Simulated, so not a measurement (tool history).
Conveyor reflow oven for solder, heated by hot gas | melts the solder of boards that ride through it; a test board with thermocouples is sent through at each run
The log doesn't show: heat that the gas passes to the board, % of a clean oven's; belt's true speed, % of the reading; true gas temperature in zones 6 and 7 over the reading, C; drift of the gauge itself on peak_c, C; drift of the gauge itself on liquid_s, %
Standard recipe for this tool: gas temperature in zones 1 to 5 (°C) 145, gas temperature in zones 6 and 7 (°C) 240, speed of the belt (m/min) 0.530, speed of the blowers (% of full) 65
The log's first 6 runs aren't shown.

| run | hour | gas temperature in zones 1 to 5 (°C) | gas temperature in zones 6 and 7 (°C) | speed of the belt (m/min) | speed of the blowers (% of full) | hours of work since the flux was cleaned out | hours of work since the belt drive was overhauled | hours of work since the thermocouples were changed | highest temperature of the board (°C) | time above the solder's melting point (s) |
|---|---|---|---|---|---|---|---|---|---|---|
| 7 | 54.9 | 145 | 240 | 0.530 | 65 | 193 | 48 | 48 | 225.3 | 67.9 |
| 8 | 62.5 | 145 | 254 | 0.530 | 65 | 197 | 53 | 53 | 238.5 | 75.0 |
| 9 | 71.2 | 145 | 254 | 0.530 | 65 | 202 | 57 | 57 | 237.2 | 75.3 |
| 10 | 79.4 | 145 | 254 | 0.530 | 65 | 206 | 62 | 62 | 237.6 | 75.1 |
| 11 | 86.6 | 145 | 240 | 0.530 | 65 | 210 | 66 | 66 | 225.7 | 67.6 |
| 12 | 95.8 | 145 | 240 | 0.530 | 65 | 215 | 71 | 71 | 225.3 | 69.1 |
| 13 | 103.9 | 148 | 240 | 0.530 | 65 | 220 | 75 | 75 | 226.9 | 68.6 |
| 14 | 114.7 | 148 | 240 | 0.530 | 65 | 226 | 81 | 81 | 225.8 | 70.3 |
| 15 | 123.3 | 148 | 240 | 0.530 | 65 | 230 | 86 | 86 | 226.3 | 70.8 |
| 16 | 135.3 | 148 | 240 | 0.530 | 65 | 237 | 93 | 93 | 226.2 | 69.9 |
|  | 151.8 | flux residue cleaned out of gas plates and filters |
| 17 | 151.8 | 148 | 240 | 0.530 | 65 | 0 | 99 | 99 | 228.5 | 71.4 |
| 18 | 159.7 | 148 | 240 | 0.444 | 80 | 4 | 103 | 103 | 234.1 | 89.5 |
| 19 | 169.6 | 139 | 244 | 0.420 | 78 | 10 | 109 | 109 | 237.4 | 91.3 |
| 20 | 175.3 | 145 | 240 | 0.598 | 65 | 13 | 112 | 112 | 223.8 | 59.8 |
| 21 | 183.9 | 145 | 240 | 0.598 | 65 | 18 | 116 | 116 | 222.9 | 59.9 |
|  | 188.7 | belt drive overhauled, speed set with a stopwatch |
| 22 | 194.7 | 145 | 240 | 0.571 | 65 | 21 | 3 | 120 | 225.0 | 63.6 |
| 23 | 205.0 | 145 | 240 | 0.571 | 65 | 27 | 9 | 126 | 225.1 | 63.6 |
|  | 219.2 | belt drive overhauled, speed set with a stopwatch, once more |
| 24 | 220.0 | 145 | 254 | 0.530 | 86 | 33 | 0 | 132 | 243.3 | 77.6 |
| 25 | 226.1 | 159 | 240 | 0.623 | 65 | 36 | 4 | 135 | 225.0 | 61.4 |

Run 26 is up next; what results do you expect?
| 26 | 233.0 | 135 | 240 | 0.542 | 68 | 40 | 8 | 139 | ? | ? |

highest temperature of the board (°C): 225.2
time above the solder's melting point (s): 63.4
If the tool had no hidden condition, the same run with the same run-to-run variation would have returned highest temperature of the board (°C) 225.2, time above the solder's melting point (s) 63.5.
